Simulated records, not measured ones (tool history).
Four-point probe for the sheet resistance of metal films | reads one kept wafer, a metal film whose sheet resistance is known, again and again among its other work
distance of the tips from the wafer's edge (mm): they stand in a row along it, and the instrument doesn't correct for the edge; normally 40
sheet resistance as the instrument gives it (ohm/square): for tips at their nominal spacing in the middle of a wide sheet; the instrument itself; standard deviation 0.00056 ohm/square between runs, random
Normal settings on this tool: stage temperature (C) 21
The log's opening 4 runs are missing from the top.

| run | hour | stage temperature (C) | distance of the tips from the wafer's edge (mm) | touches since the probe head was changed | hours of work since the stage's thermometer was calibrated | sheet resistance as the instrument gives it (ohm/square) |
|---|---|---|---|---|---|---|
| 5 | 199.8 | 21 | 4 | 36135 | 388 | 2.937976 |
| 6 | 229.1 | 21 | 4 | 37685 | 411 | 2.939092 |
| 7 | 295.5 | 21 | 4 | 41191 | 463 | 2.939554 |
| 8 | 343.6 | 21 | 4 | 43738 | 500 | 2.939302 |
| 9 | 384.0 | 21 | 4 | 45871 | 532 | 2.939598 |
| 10 | 447.2 | 21 | 4 | 49213 | 581 | 2.941885 |
| 11 | 503.2 | 21 | 40 | 52170 | 625 | 2.799720 |
| 12 | 550.8 | 33 | 40 | 54687 | 662 | 2.816489 |
| 13 | 593.2 | 33 | 40 | 56930 | 695 | 2.815701 |
| 14 | 660.1 | 33 | 40 | 60463 | 747 | 2.816753 |
| 15 | 721.1 | 33 | 40 | 63688 | 795 | 2.817605 |
| 16 | 758.6 | 33 | 40 | 65672 | 824 | 2.817295 |
| 17 | 813.4 | 33 | 40 | 68568 | 867 | 2.818355 |
| 18 | 863.5 | 28 | 40 | 71216 | 906 | 2.811897 |
| 19 | 906.2 | 19 | 7 | 73472 | 940 | 2.848252 |
| 20 | 959.3 | 19 | 7 | 76281 | 981 | 2.846835 |
| 21 | 1010.2 | 21 | 9 | 78968 | 1021 | 2.831006 |
| 22 | 1070.9 | 27 | 4 | 82177 | 1068 | 2.956151 |
| 23 | 1101.6 | 27 | 4 | 83803 | 1092 | 2.955802 |
| 24 | 1155.0 | 30 | 5 | 86623 | 1134 | 2.909681 |
| 25 | 1201.2 | 30 | 5 | 89065 | 1170 | 2.910219 |
| 26 | 1237.3 | 30 | 5 | 90973 | 1198 | 2.910462 |
| 27 | 1300.0 | 25 | 65 | 94288 | 1247 | 2.810623 |
| 28 | 1328.8 | 25 | 65 | 95811 | 1270 | 2.811840 |
| 29 | 1361.8 | 27 | 3 | 97554 | 1295 | 3.058981 |

Run 30 comes next. What will it give?
| 30 | 1426.8 | 21 | 5 | 100991 | 1346 | ? |

sheet resistance as the instrument gives it (ohm/square): 2.898916
With no hidden state in the tool, this same run would have given sheet resistance as the instrument gives it (ohm/square) 2.891140.
